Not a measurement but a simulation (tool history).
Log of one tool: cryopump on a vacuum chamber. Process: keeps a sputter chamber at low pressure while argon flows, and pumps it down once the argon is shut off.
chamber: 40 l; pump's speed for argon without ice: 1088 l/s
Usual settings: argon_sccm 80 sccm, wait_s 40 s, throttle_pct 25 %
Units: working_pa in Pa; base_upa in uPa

run	hour	argon_sccm	wait_s	throttle_pct	working_pa	base_upa
1	0	80	40	25	0.5175	3.16
2	11.6	80	40	25	0.5162	3.31
3	22.3	80	40	25	0.5181	3.29
4	38.2	80	40	25	0.5144	3.23
5	52.5	80	40	25	0.5193	3.12
6	69.5	80	40	25	0.5197	3.3
7	82.6	80	40	25	0.5223	3.25
8	92.9	80	40	25	0.5163	3.29
9	110.9	36	40	50	0.123	3.31
10	126.9	36	40	50	0.123	3.41
11	145.5	79	93	25	0.5169	1.83
12	161.9	74	172	45	0.2843	1.24
13	181.1	74	172	45	0.2819	1.28
14	199.9	74	24	31	0.4008	5.23
15	213.3	41	24	50	0.1446	5.35
16	227.8	80	40	22	0.5979	3.4

5 ways to go on from here, each from the tool as it stands after run 16. What would each give?
A	245.8	61	40	58	?	?
B	245.8	80	39	25	?	?
C	245.8	43	23	27	?	?
D	245.8	45	82	24	?	?
E	245.8	40	40	25	?	?

run	working_pa	base_upa
A	0.1912	3.5
B	0.5299	3.59
C	0.2659	5.29
D	0.3101	2.07
E	0.265	3.39
Without the tool's hidden state the same runs would have given:
run	working_pa	base_upa
A	0.1649	3.04
B	0.4958	3.13
C	0.2474	4.85
D	0.2908	1.61
E	0.2479	2.94

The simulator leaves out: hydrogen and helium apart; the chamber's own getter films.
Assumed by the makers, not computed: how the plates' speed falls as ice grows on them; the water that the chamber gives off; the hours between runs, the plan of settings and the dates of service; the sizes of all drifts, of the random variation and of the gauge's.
